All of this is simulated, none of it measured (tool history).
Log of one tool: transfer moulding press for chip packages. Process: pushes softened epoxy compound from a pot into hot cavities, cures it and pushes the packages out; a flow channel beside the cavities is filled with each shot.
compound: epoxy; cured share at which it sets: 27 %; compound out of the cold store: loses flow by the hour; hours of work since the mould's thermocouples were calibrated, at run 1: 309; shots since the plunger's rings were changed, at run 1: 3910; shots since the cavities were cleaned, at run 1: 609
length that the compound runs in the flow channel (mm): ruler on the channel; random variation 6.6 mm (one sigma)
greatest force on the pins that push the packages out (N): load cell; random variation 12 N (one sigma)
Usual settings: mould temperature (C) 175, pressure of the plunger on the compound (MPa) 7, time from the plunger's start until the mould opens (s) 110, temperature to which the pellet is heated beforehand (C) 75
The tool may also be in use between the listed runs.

run	hour	mould temperature (C)	pressure of the plunger on the compound (MPa)	time from the plunger's start until the mould opens (s)	temperature to which the pellet is heated beforehand (C)	hours of work since the mould's thermocouples were calibrated	shots since the plunger's rings were changed	shots since the cavities were cleaned	incoming compound's hours out of the cold store	length that the compound runs in the flow channel (mm)	greatest force on the pins that push the packages out (N)
1	0	175	7	110	75	309	3910	609	23.5	919	892
2	13.4	175	7	110	75	317	4045	744	47	792	850
# hour 21.6: cavities cleaned with cleaning compound and waxed
3	24.7	171	7	110	75	323	4144	30	45	819	832
4	32.7	175	7	110	75	328	4225	111	25.6	896	697
5	43.1	175	7	110	75	334	4331	217	13.4	960	776
6	55.2	175	7	110	75	341	4453	339	38.5	834	743
7	67.5	172	7	110	75	349	4577	463	39.9	834	970
8	79.3	175	7	110	75	356	4696	582	38.6	822	815
9	88.1	175	7	110	75	361	4785	671	38	828	876
10	100.5	175	7	110	75	369	4911	797	34.6	855	918
# hour 103.4: cavities cleaned with cleaning compound and waxed
11	108.6	175	7	110	75	373	4977	52	32.8	854	671
12	118.9	175	7	110	75	379	5081	156	27	887	726
13	131.9	175	7	110	81	387	5213	288	18.5	928	778
14	141.8	175	7	110	81	392	5312	387	12.4	958	805
15	149.6	175	7	110	81	397	5391	466	47.9	777	773
16	158.6	175	7	110	81	403	5482	557	33.5	842	807
17	172.1	175	7	106	75	411	5619	694	25.1	880	986
18	179	177	7.74	134	75	415	5688	763	12.4	986	668
# hour 185.9: cavities cleaned with cleaning compound and waxed
19	193	167	7.15	141	84	422	5814	71	29.5	898	719
20	208.3	167	7.15	141	84	432	5969	226	25.9	914	824
21	221.8	175	7	133	75	440	6106	363	21.1	889	596
# hour 231.5: plunger's sealing rings changed
22	233.5	175	7	133	75	445	19	455	26.4	967	624
23	247.3	175	7	133	75	453	159	595	31	927	673
24	262.1	181	7	110	75	462	309	745	36.1	883	700
# hour 270.3: cavities cleaned with cleaning compound and waxed
25	278.3	182	7	110	75	471	458	81	8.4	1045	495

The next listed run, before its measurement:
26	285.1	180	6.11	117	77	475	526	149	32.5	?	?

length that the compound runs in the flow channel (mm): 845
greatest force on the pins that push the packages out (N): 531
Without the tool's hidden state the same run would have given length that the compound runs in the flow channel (mm) 848, greatest force on the pins that push the packages out (N) 457.
